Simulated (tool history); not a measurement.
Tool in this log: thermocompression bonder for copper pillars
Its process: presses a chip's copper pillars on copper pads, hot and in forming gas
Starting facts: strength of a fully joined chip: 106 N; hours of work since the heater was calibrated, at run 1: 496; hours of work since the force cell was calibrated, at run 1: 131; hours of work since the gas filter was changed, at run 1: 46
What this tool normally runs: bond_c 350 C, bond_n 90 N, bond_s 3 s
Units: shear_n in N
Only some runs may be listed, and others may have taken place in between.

run     day  bond_c  bond_n  bond_s  hours of work since the heater was calibrated  hours of work since the force cell was calibrated  hours of work since the gas filter was changed  shear_n
  1   0.000     350      90       3                                            496                                                131                                              46     70.5
  2   1.046     350      90       4                                            514                                                149                                              64     73.7
  3   2.029     350      90       4                                            530                                                165                                              80     74.5
  4   4.129     350      90       4                                            566                                                201                                             116     74.4
  5   5.079     350      90       4                                            582                                                217                                             132     74.3
  6   6.729     350      90       8                                            610                                                245                                             160     83.6
  7   7.883     350      90       3                                            629                                                264                                             179     68.1
  8   9.229     370      90       3                                            652                                                287                                             202     77.3
  9  10.479     370      90       3                                            673                                                308                                             223     77.5
 10  11.992     370      90       3                                            698                                                334                                             248     76.3
     12.825  -- forming gas filter changed
 11  13.842     350      90       3                                            729                                                364                                              17     70.1
 12  15.612     350      90       3                                            759                                                394                                              47     68.7
 13  16.804     350      90       3                                            779                                                414                                              67     69.4
 14  17.979     350      90       3                                            799                                                434                                              87     69.1
 15  19.692     348      90       3                                            828                                                463                                             116     67.2
 16  21.292     350      90       3                                            855                                                490                                             143     67.6
 17  22.225     350      90       3                                            871                                                506                                             159     68.2
 18  24.358     350      90       3                                            907                                                542                                             195     67.4
 19  26.217     350      90       3                                            938                                                573                                             226     67.7
 20  27.346     370      90       3                                            957                                                592                                             245     76.0
     28.371  -- forming gas filter changed
 21  29.042     347      90       6                                            985                                                620                                              11     79.9
 22  30.604     375      82       2                                           1012                                                647                                              38     69.6
 23  32.583     365      59       2                                           1045                                                680                                              71     50.7
 24  34.162     350     127       3                                           1072                                                707                                              98     82.9
 25  35.700     359     116       6                                           1098                                                733                                             124     92.4
 26  36.983     380      90       3                                           1119                                                754                                             145     81.4
 27  38.938     344      90       6                                           1152                                                787                                             178     76.6
 28  40.754     344      90       6                                           1183                                                818                                             209     77.3
 29  41.979     332      90       5                                           1203                                                839                                             230     66.8
 30  43.392     350      73       3                                           1227                                                863                                             253     57.8
     43.992  -- forming gas filter changed
 31  45.379     352      99       3                                           1260                                                896                                              23     73.8
 32  47.246     352      95       4                                           1292                                                927                                              55     78.2
     48.125  -- heater calibrated with a thermocouple chip
 33  49.071     379     133       6                                             16                                                957                                              84    101.5
 34  50.075     379     133       6                                             33                                                973                                             101    101.6
 35  52.171     342     133       5                                             68                                               1009                                             137     89.7
 36  53.683     350     132       4                                             94                                               1034                                             162     90.3
 37  55.879     350     132       4                                            131                                               1071                                             199     90.1
 38  57.446     350     132       4                                            157                                               1098                                             226     90.0

What if the next run were any one of these 5? Each begins from the tool's condition after run 38:
  A  58.600     350      89       2                                            177                                               1117                                             245        ?
  B  58.600     355     132       4                                            177                                               1117                                             245        ?
  C  58.600     350      94       3                                            177                                               1117                                             245        ?
  D  58.600     350      56       4                                            177                                               1117                                             245        ?
  E  58.600     342      67       6                                            177                                               1117                                             245        ?

run  shear_n
  A     62.6
  B     91.0
  C     72.4
  D     55.9
  E     67.3
With no hidden state in the tool, these same runs would have given:
run  shear_n
  A     63.2
  B     93.3
  C     73.4
  D     56.2
  E     68.0

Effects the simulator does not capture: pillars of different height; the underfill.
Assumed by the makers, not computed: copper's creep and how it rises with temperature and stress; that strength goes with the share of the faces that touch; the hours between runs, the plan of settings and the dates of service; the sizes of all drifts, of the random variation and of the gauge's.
